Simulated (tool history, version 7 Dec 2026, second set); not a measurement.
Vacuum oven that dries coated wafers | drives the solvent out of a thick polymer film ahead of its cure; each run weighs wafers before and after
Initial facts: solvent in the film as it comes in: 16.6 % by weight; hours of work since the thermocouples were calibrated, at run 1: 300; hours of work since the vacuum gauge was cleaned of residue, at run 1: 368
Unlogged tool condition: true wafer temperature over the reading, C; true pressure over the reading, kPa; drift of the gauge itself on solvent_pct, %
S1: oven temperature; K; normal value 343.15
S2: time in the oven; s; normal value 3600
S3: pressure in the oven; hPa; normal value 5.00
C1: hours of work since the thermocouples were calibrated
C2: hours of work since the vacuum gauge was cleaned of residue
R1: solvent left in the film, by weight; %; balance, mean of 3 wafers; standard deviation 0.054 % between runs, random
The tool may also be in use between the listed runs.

| run | hour | S1 | S2 | S3 | C1 | C2 | R1 |
|---|---|---|---|---|---|---|---|
| 1 | 0.0 | 343.15 | 3600 | 5.00 | 300 | 368 | 2.11 |
| 2 | 15.9 | 343.15 | 3600 | 5.00 | 310 | 378 | 2.08 |
| 3 | 30.0 | 343.15 | 3600 | 5.00 | 319 | 386 | 2.03 |
| 4 | 40.7 | 343.15 | 3600 | 5.00 | 326 | 393 | 2.12 |
| 5 | 59.3 | 343.15 | 3600 | 5.00 | 337 | 405 | 2.01 |
| 6 | 69.8 | 343.15 | 3600 | 5.00 | 344 | 411 | 2.06 |
| 7 | 81.8 | 343.15 | 3600 | 5.00 | 351 | 419 | 1.98 |
| 8 | 90.8 | 343.15 | 6000 | 5.00 | 357 | 424 | 0.71 |
| 9 | 102.9 | 348.15 | 3600 | 5.00 | 365 | 432 | 1.35 |
| 10 | 111.4 | 348.15 | 3600 | 5.00 | 370 | 437 | 1.33 |
| 11 | 128.7 | 348.15 | 3600 | 5.00 | 381 | 448 | 1.29 |
| 12 | 141.9 | 343.15 | 3600 | 5.00 | 389 | 456 | 2.17 |
| 13 | 160.9 | 343.15 | 3600 | 5.00 | 401 | 468 | 2.08 |
| 14 | 175.2 | 350.15 | 3600 | 5.00 | 410 | 477 | 1.02 |
| 15 | 191.7 | 354.15 | 1980 | 4.80 | 420 | 488 | 2.36 |
| 16 | 205.6 | 333.15 | 3480 | 5.00 | 429 | 496 | 4.27 |
| 17 | 219.4 | 348.15 | 3480 | 10.32 | 437 | 505 | 1.49 |
| 18 | 228.9 | 353.15 | 3240 | 5.00 | 443 | 511 | 1.04 |
| 19 | 243.1 | 335.15 | 5820 | 3.95 | 452 | 520 | 1.78 |
| 20 | 256.8 | 338.15 | 3240 | 8.05 | 461 | 528 | 3.65 |
| 21 | 269.8 | 347.15 | 3600 | 4.58 | 469 | 537 | 1.44 |
| 22 | 278.4 | 338.15 | 5280 | 8.49 | 474 | 542 | 1.79 |
| 23 | 291.5 | 331.15 | 2580 | 3.48 | 483 | 550 | 6.04 |
| 24 | 303.4 | 331.15 | 2580 | 3.48 | 490 | 558 | 6.19 |
| 25 | 320.7 | 331.15 | 2580 | 3.48 | 501 | 568 | 6.13 |
| 26 | 340.1 | 345.15 | 2640 | 3.14 | 513 | 581 | 2.87 |

5 ways to go on from here, each from the tool as it stands after run 26. What would each give?
| A | 353.9 | 343.15 | 1980 | 2.59 | 522 | 589 | ? |
| B | 353.9 | 345.15 | 2820 | 4.02 | 522 | 589 | ? |
| C | 353.9 | 331.15 | 5520 | 5.00 | 522 | 589 | ? |
| D | 353.9 | 343.15 | 3600 | 4.94 | 522 | 589 | ? |
| E | 353.9 | 345.15 | 3240 | 2.66 | 522 | 589 | ? |

| run | R1 |
|---|---|
| A | 4.63 |
| B | 2.66 |
| C | 2.89 |
| D | 1.93 |
| E | 1.90 |
What these runs would have given with no unlogged condition in the tool:
| run | R1 |
|---|---|
| A | 4.62 |
| B | 2.65 |
| C | 2.88 |
| D | 1.92 |
| E | 1.89 |
